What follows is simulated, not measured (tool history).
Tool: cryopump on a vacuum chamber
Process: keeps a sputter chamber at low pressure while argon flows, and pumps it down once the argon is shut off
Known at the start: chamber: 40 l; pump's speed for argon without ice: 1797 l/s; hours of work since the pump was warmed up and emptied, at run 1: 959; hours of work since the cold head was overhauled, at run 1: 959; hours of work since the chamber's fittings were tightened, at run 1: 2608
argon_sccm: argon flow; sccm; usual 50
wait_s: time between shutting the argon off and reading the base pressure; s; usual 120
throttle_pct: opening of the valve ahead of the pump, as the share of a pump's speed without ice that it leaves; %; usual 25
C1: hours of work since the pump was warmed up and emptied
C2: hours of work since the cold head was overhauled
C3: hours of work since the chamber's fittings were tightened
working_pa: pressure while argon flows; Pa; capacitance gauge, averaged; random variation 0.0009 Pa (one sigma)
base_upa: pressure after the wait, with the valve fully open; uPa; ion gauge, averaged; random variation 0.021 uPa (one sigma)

Run 1, day 0.000: usual settings; C1 959; C2 959; C3 2608. Result: working_pa 0.2047 Pa, base_upa 2.36 uPa.
Run 2, day 1.433: usual settings; C1 975; C2 975; C3 2625. Result: working_pa 0.2050 Pa, base_upa 2.43 uPa.
Run 3, day 3.271: usual settings but wait_s 52 s; C1 997; C2 997; C3 2646. Result: working_pa 0.2059 Pa, base_upa 2.83 uPa.
Run 4, day 6.471: usual settings but throttle_pct 47 %; C1 1034; C2 1034; C3 2684. Result: working_pa 0.1181 Pa, base_upa 2.54 uPa.
Run 5, day 8.346: usual settings but wait_s 230 s; C1 1056; C2 1056; C3 2706. Result: working_pa 0.2050 Pa, base_upa 2.34 uPa.
Run 6, day 10.254: usual settings; C1 1078; C2 1078; C3 2728. Result: working_pa 0.2084 Pa, base_upa 2.61 uPa.
Run 7, day 12.204: usual settings; C1 1101; C2 1101; C3 2751. Result: working_pa 0.2077 Pa, base_upa 2.55 uPa.
Run 8, day 13.542: usual settings but argon_sccm 81 sccm; C1 1117; C2 1117; C3 2766. Result: working_pa 0.3369 Pa, base_upa 2.63 uPa.
At day 13.938: pump warmed up, emptied and cooled again.
Run 9, day 16.379: usual settings but argon_sccm 81 sccm; C1 29; C2 1147; C3 2797. Result: working_pa 0.3058 Pa, base_upa 1.95 uPa.
Run 10, day 19.233: usual settings but argon_sccm 81 sccm; C1 62; C2 1181; C3 2830. Result: working_pa 0.3063 Pa, base_upa 2.02 uPa.
Run 11, day 21.796: usual settings but argon_sccm 81 sccm; C1 92; C2 1211; C3 2860. Result: working_pa 0.3075 Pa, base_upa 2.04 uPa.
Run 12, day 23.817: usual settings but throttle_pct 34 %; C1 115; C2 1234; C3 2884. Result: working_pa 0.1394 Pa, base_upa 2.14 uPa.
Run 13, day 27.071: usual settings but throttle_pct 34 %; C1 153; C2 1272; C3 2922. Result: working_pa 0.1401 Pa, base_upa 2.14 uPa.
Run 14, day 30.221: usual settings but wait_s 100 s, throttle_pct 34 %; C1 190; C2 1309; C3 2959. Result: working_pa 0.1400 Pa, base_upa 2.31 uPa.
Run 15, day 32.804: usual settings; C1 220; C2 1339; C3 2989. Result: working_pa 0.1904 Pa, base_upa 2.17 uPa.
Run 16, day 35.921: usual settings; C1 257; C2 1376; C3 3025. Result: working_pa 0.1927 Pa, base_upa 2.31 uPa.
At day 38.800: leaking fittings of the chamber tightened, without venting.
Run 17, day 39.283: usual settings; C1 295; C2 1414; C3 6. Result: working_pa 0.1916 Pa, base_upa 0.55 uPa.
Run 18, day 40.738: usual settings but argon_sccm 28 sccm, throttle_pct 23 %; C1 312; C2 1431; C3 23. Result: working_pa 0.1177 Pa, base_upa 0.52 uPa.
Run 19, day 43.833: usual settings but argon_sccm 28 sccm, throttle_pct 23 %; C1 348; C2 1467; C3 59. Result: working_pa 0.1177 Pa, base_upa 0.58 uPa.
Run 20, day 46.050: usual settings but throttle_pct 30 %; C1 374; C2 1493; C3 85. Result: working_pa 0.1624 Pa, base_upa 0.61 uPa.
Run 21, day 48.808: usual settings but argon_sccm 44 sccm, wait_s 194 s, throttle_pct 43 %; C1 406; C2 1525; C3 117. Result: working_pa 0.1011 Pa, base_upa 0.50 uPa.
Run 22, day 51.042: usual settings but argon_sccm 36 sccm, wait_s 148 s, throttle_pct 18 %; C1 433; C2 1551; C3 143. Result: working_pa 0.1922 Pa, base_upa 0.57 uPa.
Run 23, day 53.317: usual settings but throttle_pct 53 %; C1 459; C2 1578; C3 170. Result: working_pa 0.0949 Pa, base_upa 0.61 uPa.
Run 24, day 56.608: usual settings but argon_sccm 33 sccm, wait_s 25 s; C1 498; C2 1616; C3 208. Result: working_pa 0.1283 Pa, base_upa 1.93 uPa.
Run 25, day 59.933: usual settings but argon_sccm 38 sccm, wait_s 229 s, throttle_pct 54 %; C1 536; C2 1655; C3 247. Result: working_pa 0.0718 Pa, base_upa 0.49 uPa.
Run 26, day 62.429: usual settings but throttle_pct 57 %; C1 566; C2 1684; C3 276. Result: working_pa 0.0905 Pa, base_upa 0.71 uPa.
Run 27, day 64.308: usual settings but argon_sccm 29 sccm, wait_s 200 s, throttle_pct 29 %; C1 588; C2 1706; C3 298. Result: working_pa 0.0986 Pa, base_upa 0.58 uPa.
Run 28, day 67.092: usual settings but argon_sccm 29 sccm, wait_s 200 s, throttle_pct 33 %; C1 620; C2 1739; C3 331. Result: working_pa 0.0874 Pa, base_upa 0.59 uPa.
Run 29, day 69.896: usual settings but wait_s 200 s, throttle_pct 33 %; C1 653; C2 1772; C3 363. Result: working_pa 0.1510 Pa, base_upa 0.62 uPa.
Run 30, day 72.688: usual settings but wait_s 63 s, throttle_pct 39 %; C1 685; C2 1804; C3 396. Result: working_pa 0.1320 Pa, base_upa 1.14 uPa.
Run 31, day 75.450: usual settings but argon_sccm 61 sccm, wait_s 51 s, throttle_pct 38 %; C1 718; C2 1837; C3 428. Result: working_pa 0.1640 Pa, base_upa 1.26 uPa.
Run 32, day 78.154: usual settings but argon_sccm 39 sccm, throttle_pct 20 %; C1 749; C2 1868; C3 460. Result: working_pa 0.1904 Pa, base_upa 0.86 uPa.
Run 33, day 79.492: usual settings but argon_sccm 39 sccm, throttle_pct 20 %; C1 765; C2 1884; C3 475. Result: working_pa 0.1927 Pa, base_upa 0.88 uPa.
Run 34, day 82.267: usual settings but argon_sccm 37 sccm; C1 797; C2 1916; C3 508. Result: working_pa 0.1487 Pa, base_upa 0.89 uPa.

The same runs without the tool's hidden state, with the same run-to-run variation:
The hidden state here: pump's speed, % of a pump's without ice; cold plate's temperature, K; leak into the chamber, uPa l/s; drift of the gauge itself on working_pa, %; drift of the gauge itself on base_upa, %.
run  working_pa  base_upa
  1      0.1884      0.50
  2      0.1884      0.50
  3      0.1887      0.92
  4      0.1002      0.50
  5      0.1868      0.33
  6      0.1893      0.51
  7      0.1883      0.46
  8      0.3050      0.51
  9      0.3044      0.48
 10      0.3042      0.48
 11      0.3050      0.51
 12      0.1375      0.53
 13      0.1378      0.51
 14      0.1371      0.59
 15      0.1871      0.48
 16      0.1889      0.51
 17      0.1873      0.53
 18      0.1151      0.49
 19      0.1148      0.52
 20      0.1570      0.54
 21      0.0959      0.41
 22      0.1877      0.46
 23      0.0882      0.48
 24      0.1235      1.78
 25      0.0658      0.31
 26      0.0821      0.51
 27      0.0936      0.36
 28      0.0820      0.35
 29      0.1412      0.36
 30      0.1215      0.85
 31      0.1506      0.95
 32      0.1815      0.51
 33      0.1834      0.52
 34      0.1396      0.52
